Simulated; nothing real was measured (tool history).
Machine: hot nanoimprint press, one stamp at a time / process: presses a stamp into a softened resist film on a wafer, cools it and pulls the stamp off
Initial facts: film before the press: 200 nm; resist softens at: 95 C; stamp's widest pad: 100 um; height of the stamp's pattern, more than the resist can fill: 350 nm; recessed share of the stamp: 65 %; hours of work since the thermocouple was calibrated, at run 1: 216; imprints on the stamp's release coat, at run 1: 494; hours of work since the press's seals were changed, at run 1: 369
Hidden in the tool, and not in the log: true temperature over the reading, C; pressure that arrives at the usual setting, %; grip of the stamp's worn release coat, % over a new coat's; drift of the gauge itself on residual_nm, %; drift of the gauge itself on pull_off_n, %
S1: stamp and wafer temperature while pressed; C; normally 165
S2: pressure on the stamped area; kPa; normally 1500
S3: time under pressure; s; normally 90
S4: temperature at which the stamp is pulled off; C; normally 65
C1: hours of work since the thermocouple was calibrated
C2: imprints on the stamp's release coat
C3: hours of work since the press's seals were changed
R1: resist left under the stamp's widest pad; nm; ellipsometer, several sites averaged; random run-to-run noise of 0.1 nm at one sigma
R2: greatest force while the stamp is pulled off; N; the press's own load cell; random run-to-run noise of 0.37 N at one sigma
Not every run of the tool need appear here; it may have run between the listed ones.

Run 1, day 0.000: usual settings; C1 216; C2 494; C3 369. Result: R1 84.4 nm, R2 146.4 N.
Run 2, day 0.317: usual settings; C1 221; C2 533; C3 375. Result: R1 84.4 nm, R2 146.6 N.
Run 3, day 0.783: usual settings; C1 230; C2 591; C3 383. Result: R1 84.6 nm, R2 146.3 N.
At day 1.083: stamp cleaned and given a new release coat.
Run 4, day 1.504: usual settings; C1 238; C2 53; C3 391. Result: R1 84.3 nm, R2 146.1 N.
Run 5, day 1.838: usual settings; C1 243; C2 94; C3 397. Result: R1 84.3 nm, R2 145.9 N.
Run 6, day 2.171: usual settings; C1 249; C2 136; C3 403. Result: R1 84.5 nm, R2 146.0 N.
Run 7, day 2.571: usual settings but S3 53 s; C1 256; C2 185; C3 410. Result: R1 101.9 nm, R2 145.7 N.
Run 8, day 3.062: usual settings but S3 53 s; C1 265; C2 246; C3 418. Result: R1 101.9 nm, R2 146.1 N.
Run 9, day 3.767: usual settings but S3 64 s; C1 277; C2 334; C3 430. Result: R1 95.5 nm, R2 146.7 N.
At day 4.100: plate thermocouple calibrated.
Run 10, day 4.579: usual settings but S3 64 s; C1 8; C2 420; C3 442. Result: R1 95.5 nm, R2 146.6 N.
Run 11, day 4.946: usual settings but S2 1030 kPa, S3 64 s; C1 15; C2 465; C3 449. Result: R1 112.9 nm, R2 146.1 N.
Run 12, day 5.604: usual settings but S1 155 C, S2 1790 kPa; C1 26; C2 547; C3 460. Result: R1 125.7 nm, R2 145.9 N.
At day 6.221: stamp cleaned and given a new release coat.
Run 13, day 6.425: usual settings but S1 155 C, S2 1790 kPa; C1 36; C2 25; C3 470. Result: R1 125.8 nm, R2 145.8 N.
Run 14, day 6.725: usual settings but S1 166 C, S2 1800 kPa, S3 95 s, S4 54 C; C1 41; C2 63; C3 475. Result: R1 71.6 nm, R2 181.1 N.
Run 15, day 7.158: usual settings but S1 166 C, S2 1800 kPa, S3 95 s, S4 54 C; C1 49; C2 117; C3 483. Result: R1 71.8 nm, R2 181.1 N.
Run 16, day 7.588: usual settings but S1 172 C, S2 1210 kPa, S3 106 s, S4 62 C; C1 56; C2 170; C3 490. Result: R1 62.9 nm, R2 155.6 N.
Run 17, day 8.212: usual settings but S1 172 C, S2 1210 kPa, S3 106 s, S4 62 C; C1 67; C2 248; C3 501. Result: R1 63.0 nm, R2 155.4 N.
Run 18, day 8.642: usual settings but S1 172 C, S2 1210 kPa, S3 106 s, S4 62 C; C1 74; C2 301; C3 508. Result: R1 62.9 nm, R2 154.8 N.
Run 19, day 9.358: usual settings but S2 950 kPa, S3 105 s; C1 87; C2 390; C3 521. Result: R1 99.4 nm, R2 145.9 N.

What if the next run were any one of these 3? Each begins from the tool's condition after run 19:
Run A, day 9.825: usual settings but S1 171 C; C1 95; C2 448; C3 529. Result: R1 ?, R2 ?.
Run B, day 9.825: usual settings; C1 95; C2 448; C3 529. Result: R1 ?, R2 ?.
Run C, day 9.825: usual settings but S1 173 C, S2 1350 kPa; C1 95; C2 448; C3 529. Result: R1 ?, R2 ?.

run    R1     R2
  A  62.9  147.0
  B  84.4  145.7
  C  60.4  146.6
What these runs would have given with no unlogged condition in the tool:
run    R1     R2
  A  62.9  146.9
  B  84.4  145.6
  C  60.4  146.6

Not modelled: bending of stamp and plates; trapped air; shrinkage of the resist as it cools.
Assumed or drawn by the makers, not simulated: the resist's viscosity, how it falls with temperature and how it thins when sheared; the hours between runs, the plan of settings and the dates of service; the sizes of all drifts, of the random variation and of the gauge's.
